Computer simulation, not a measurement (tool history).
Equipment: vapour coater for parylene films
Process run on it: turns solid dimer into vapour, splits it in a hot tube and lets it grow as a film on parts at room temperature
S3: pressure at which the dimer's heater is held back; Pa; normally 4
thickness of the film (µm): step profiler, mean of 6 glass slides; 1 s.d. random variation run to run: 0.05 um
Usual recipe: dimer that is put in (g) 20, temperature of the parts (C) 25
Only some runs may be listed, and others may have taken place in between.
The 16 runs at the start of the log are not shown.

Run 17, day 15.008: usual settings but dimer that is put in (g) 28. Result: thickness of the film (µm) 8.24.
Run 18, day 16.1: usual settings. Result: thickness of the film (µm) 5.88.
Run 19, day 17.188: usual settings but dimer that is put in (g) 22, temperature of the parts (C) 20, S3 10.87 Pa. Result: thickness of the film (µm) 6.53.
Run 20, day 17.904: usual settings but temperature of the parts (C) 26, S3 6.87 Pa. Result: thickness of the film (µm) 4.92.
Run 21, day 19.125: usual settings but S3 3.65 Pa. Result: thickness of the film (µm) 5.91.
Run 22, day 20.212: usual settings but dimer that is put in (g) 14, S3 3.65 Pa. Result: thickness of the film (µm) 4.14.
Run 23, day 21.346: usual settings but dimer that is put in (g) 16, S3 2.57 Pa. Result: thickness of the film (µm) 5.09.
Run 24, day 22.038: usual settings but dimer that is put in (g) 16, S3 2.57 Pa. Result: thickness of the film (µm) 4.96.
Run 25, day 22.567: usual settings but dimer that is put in (g) 29, temperature of the parts (C) 30, S3 2.57 Pa. Result: thickness of the film (µm) 7.38.
Run 26, day 23.242: usual settings but dimer that is put in (g) 29, temperature of the parts (C) 30, S3 2.57 Pa. Result: thickness of the film (µm) 7.32.
Run 27, day 24.104: usual settings but dimer that is put in (g) 13, temperature of the parts (C) 23, S3 9.82 Pa. Result: thickness of the film (µm) 3.33.
Run 28, day 25.308: usual settings but dimer that is put in (g) 11, temperature of the parts (C) 17, S3 3.33 Pa. Result: thickness of the film (µm) 4.76.
Run 29, day 26.521: usual settings but dimer that is put in (g) 8, temperature of the parts (C) 24. Result: thickness of the film (µm) 2.37.
Run 30, day 27.738: usual settings but dimer that is put in (g) 14, S3 4.44 Pa. Result: thickness of the film (µm) 3.89.
Run 31, day 28.925: usual settings but dimer that is put in (g) 11, temperature of the parts (C) 31, S3 8.24 Pa. Result: thickness of the film (µm) 2.05.
Run 32, day 29.867: usual settings but dimer that is put in (g) 12, S3 2.5 Pa. Result: thickness of the film (µm) 3.77.
Run 33, day 30.85: usual settings but temperature of the parts (C) 22. Result: thickness of the film (µm) 6.52.
Run 34, day 32.125: usual settings but temperature of the parts (C) 22. Result: thickness of the film (µm) 6.52.
Run 35, day 33.212: usual settings but temperature of the parts (C) 22. Result: thickness of the film (µm) 6.49.

Consider 3 possible next runs. They are alternatives, not a sequence: every one starts from the tool as it was left by run 35. What does each give?
Run A, day 34.354: usual settings but dimer that is put in (g) 13, temperature of the parts (C) 35, S3 10.88 Pa. Result: thickness of the film (µm) ?.
Run B, day 34.354: usual settings but temperature of the parts (C) 33, S3 10.62 Pa. Result: thickness of the film (µm) ?.
Run C, day 34.354: usual settings but dimer that is put in (g) 10, temperature of the parts (C) 21. Result: thickness of the film (µm) ?.

run  thickness of the film (µm)
  A                        1.88
  B                        3.17
  C                        3.39
What these runs would have given with no unlogged condition in the tool:
run  thickness of the film (µm)
  A                        1.98
  B                        3.34
  C                        3.57
